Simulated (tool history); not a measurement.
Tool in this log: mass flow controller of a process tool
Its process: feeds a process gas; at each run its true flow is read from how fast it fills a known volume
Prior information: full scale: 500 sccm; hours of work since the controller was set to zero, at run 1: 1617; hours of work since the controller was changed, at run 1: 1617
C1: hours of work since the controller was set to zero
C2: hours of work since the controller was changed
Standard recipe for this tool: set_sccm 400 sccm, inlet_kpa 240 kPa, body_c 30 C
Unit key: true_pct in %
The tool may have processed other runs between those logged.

run 1 hour=0 | set_sccm=400 inlet_kpa=240 body_c=30 | C1=1617 C2=1617 | true_pct=99.31
run 2 hour=81.7 | set_sccm=94 inlet_kpa=240 body_c=30 | C1=1663 C2=1663 | true_pct=97.32
run 3 hour=183 | set_sccm=94 inlet_kpa=240 body_c=30 | C1=1719 C2=1719 | true_pct=97.23
run 4 hour=255.9 | set_sccm=94 inlet_kpa=240 body_c=30 | C1=1760 C2=1760 | true_pct=97.18
run 5 hour=323.3 | set_sccm=94 inlet_kpa=240 body_c=30 | C1=1798 C2=1798 | true_pct=97.13
run 6 hour=389.1 | set_sccm=94 inlet_kpa=240 body_c=30 | C1=1835 C2=1835 | true_pct=97.1
run 7 hour=475.6 | set_sccm=94 inlet_kpa=240 body_c=30 | C1=1884 C2=1884 | true_pct=97.08
run 8 hour=563.7 | set_sccm=94 inlet_kpa=240 body_c=30 | C1=1933 C2=1933 | true_pct=97.02
run 9 hour=628.2 | set_sccm=94 inlet_kpa=240 body_c=30 | C1=1969 C2=1969 | true_pct=97.01
run 10 hour=730.1 | set_sccm=400 inlet_kpa=240 body_c=30 | C1=2027 C2=2027 | true_pct=98.98
run 11 hour=789.1 | set_sccm=400 inlet_kpa=240 body_c=30 | C1=2060 C2=2060 | true_pct=99.06
run 12 hour=869.5 | set_sccm=400 inlet_kpa=240 body_c=30 | C1=2105 C2=2105 | true_pct=99.04
run 13 hour=917.2 | set_sccm=400 inlet_kpa=240 body_c=30 | C1=2132 C2=2132 | true_pct=99.04
run 14 hour=968.8 | set_sccm=400 inlet_kpa=240 body_c=30 | C1=2161 C2=2161 | true_pct=99.06
run 15 hour=1025.6 | set_sccm=400 inlet_kpa=240 body_c=25 | C1=2193 C2=2193 | true_pct=98.85
run 16 hour=1081.7 | set_sccm=400 inlet_kpa=240 body_c=25 | C1=2224 C2=2224 | true_pct=98.94
run 17 hour=1126.4 | set_sccm=400 inlet_kpa=240 body_c=25 | C1=2249 C2=2249 | true_pct=98.9
run 18 hour=1186.6 | set_sccm=54 inlet_kpa=255 body_c=37 | C1=2283 C2=2283 | true_pct=95.42
run 19 hour=1245.4 | set_sccm=400 inlet_kpa=169 body_c=28 | C1=2316 C2=2316 | true_pct=99.35
run 20 hour=1342.9 | set_sccm=93 inlet_kpa=197 body_c=30 | C1=2371 C2=2371 | true_pct=96.65
run 21 hour=1428.5 | set_sccm=275 inlet_kpa=161 body_c=30 | C1=2419 C2=2419 | true_pct=98.74
run 22 hour=1487.5 | set_sccm=275 inlet_kpa=270 body_c=30 | C1=2452 C2=2452 | true_pct=98.3
run 23 hour=1552 | set_sccm=275 inlet_kpa=270 body_c=30 | C1=2488 C2=2488 | true_pct=98.23
run 24 hour=1607.9 | set_sccm=331 inlet_kpa=247 body_c=23 | C1=2520 C2=2520 | true_pct=98.36
run 25 hour=1680.9 | set_sccm=111 inlet_kpa=184 body_c=25 | C1=2561 C2=2561 | true_pct=96.85
run 26 hour=1777.5 | set_sccm=111 inlet_kpa=184 body_c=25 | C1=2615 C2=2615 | true_pct=96.69
run 27 hour=1876.7 | set_sccm=400 inlet_kpa=204 body_c=22 | C1=2671 C2=2671 | true_pct=98.73
run 28 hour=1946.6 | set_sccm=99 inlet_kpa=204 body_c=40 | C1=2710 C2=2710 | true_pct=96.72
run 29 hour=2046.3 | set_sccm=99 inlet_kpa=204 body_c=40 | C1=2766 C2=2766 | true_pct=96.73
run 30 hour=2108.5 | set_sccm=400 inlet_kpa=269 body_c=27 | C1=2801 C2=2801 | true_pct=98.58
run 31 hour=2189.5 | set_sccm=400 inlet_kpa=269 body_c=27 | C1=2846 C2=2846 | true_pct=98.55

Measured less the same run without the tool's hidden state. The same run-to-run variation is in both; the gauge's scatter may not be:
Hidden conditions of the tool in this case: flow at rest that the sensor doesn't see, % of full scale; true flow over the shown one, %; drift of the gauge itself on true_pct, %.
run=1 true_pct=-0.35
run=2 true_pct=-1.38
run=3 true_pct=-1.43
run=4 true_pct=-1.47
run=5 true_pct=-1.51
run=6 true_pct=-1.54
run=7 true_pct=-1.58
run=8 true_pct=-1.63
run=9 true_pct=-1.66
run=10 true_pct=-0.54
run=11 true_pct=-0.55
run=12 true_pct=-0.57
run=13 true_pct=-0.58
run=14 true_pct=-0.59
run=15 true_pct=-0.6
run=16 true_pct=-0.62
run=17 true_pct=-0.62
run=18 true_pct=-3.26
run=19 true_pct=-0.66
run=20 true_pct=-2.07
run=21 true_pct=-0.89
run=22 true_pct=-0.91
run=23 true_pct=-0.94
run=24 true_pct=-0.84
run=25 true_pct=-1.94
run=26 true_pct=-1.98
run=27 true_pct=-0.81
run=28 true_pct=-2.27
run=29 true_pct=-2.34
run=30 true_pct=-0.87
run=31 true_pct=-0.89

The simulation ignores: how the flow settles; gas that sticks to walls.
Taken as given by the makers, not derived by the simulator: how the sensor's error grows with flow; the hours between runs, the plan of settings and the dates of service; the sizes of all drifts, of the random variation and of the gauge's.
